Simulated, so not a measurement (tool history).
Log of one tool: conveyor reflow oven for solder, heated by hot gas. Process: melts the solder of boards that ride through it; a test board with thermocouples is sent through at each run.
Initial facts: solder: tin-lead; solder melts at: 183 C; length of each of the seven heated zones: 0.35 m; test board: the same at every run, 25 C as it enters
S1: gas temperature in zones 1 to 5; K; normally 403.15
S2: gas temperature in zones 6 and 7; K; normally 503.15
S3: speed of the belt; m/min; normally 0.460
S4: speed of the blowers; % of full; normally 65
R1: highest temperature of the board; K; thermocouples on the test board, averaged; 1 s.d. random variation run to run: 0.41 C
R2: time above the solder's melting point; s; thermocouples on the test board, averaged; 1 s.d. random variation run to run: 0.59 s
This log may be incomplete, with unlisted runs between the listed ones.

run,hour,S1,S2,S3,S4,R1,R2
1,0.0,403.15,503.15,0.460,65,482.35,57.5
2,45.3,389.15,503.15,0.460,65,478.75,46.8
3,90.8,389.15,503.15,0.460,65,478.55,46.0
4,138.8,403.15,503.15,0.460,66,481.85,54.5
5,160.4,403.15,503.15,0.469,65,480.55,52.2
6,208.1,403.15,503.15,0.469,65,480.05,52.3
7,248.2,403.15,503.15,0.469,65,479.95,51.0
8,291.3,403.15,503.15,0.460,52,474.45,43.6
9,342.0,408.15,503.15,0.460,52,476.15,47.4
10,363.8,408.15,503.15,0.460,52,475.95,47.7
11,388.4,408.15,503.15,0.460,52,475.65,47.5
12,413.9,408.15,503.15,0.460,52,475.85,46.7
13,446.8,408.15,503.15,0.460,52,475.75,47.4
14,496.9,406.15,516.15,0.460,52,484.85,58.7
15,517.8,406.15,516.15,0.460,52,485.25,58.1
16,560.2,406.15,516.15,0.460,52,484.85,58.8
17,592.7,406.15,508.15,0.460,52,478.35,49.5
18,624.9,392.15,508.15,0.403,65,485.45,64.3
19,657.1,401.15,502.15,0.396,76,489.45,77.6
20,696.0,403.15,492.15,0.460,86,479.65,56.4
21,730.5,408.15,511.15,0.476,86,495.25,71.2
22,778.3,408.15,511.15,0.476,86,495.05,71.2
23,814.7,393.15,495.15,0.532,80,473.45,36.5
24,864.6,393.15,499.15,0.499,62,472.65,34.8
25,902.1,412.15,499.15,0.449,62,480.35,59.4

Removed from this log: 2 entries logged between the listed runs. Between which two listed runs does each belong, and how does the tool's hidden state at the listed run before it compare with that at the listed run after it?
Runs 1 to 2: belt drive overhauled, speed set with a stopwatch (hour 16.0)
  heat that the gas passes to the board, % of a clean oven's: 93.3 -> 92.6; belt's true speed, % of the reading: 97.5 -> 100.14; true gas temperature in zones 6 and 7 over the reading, C: -0.77 -> -0.81
  difference, measured minus the result without the unlogged condition, R1: -1.50 -> -2.90 K; R2: -0.5 -> -4.4 s
Runs 18 to 19: flux residue cleaned out of gas plates and filters (hour 641.0)
  heat that the gas passes to the board, % of a clean oven's: 83.2 -> 99.7; belt's true speed, % of the reading: 99.29 -> 99.25; true gas temperature in zones 6 and 7 over the reading, C: -1.36 -> -1.38
  difference, measured minus the result without the unlogged condition, R1: -5.70 -> -1.10 K; R2: -7.1 -> -0.4 s

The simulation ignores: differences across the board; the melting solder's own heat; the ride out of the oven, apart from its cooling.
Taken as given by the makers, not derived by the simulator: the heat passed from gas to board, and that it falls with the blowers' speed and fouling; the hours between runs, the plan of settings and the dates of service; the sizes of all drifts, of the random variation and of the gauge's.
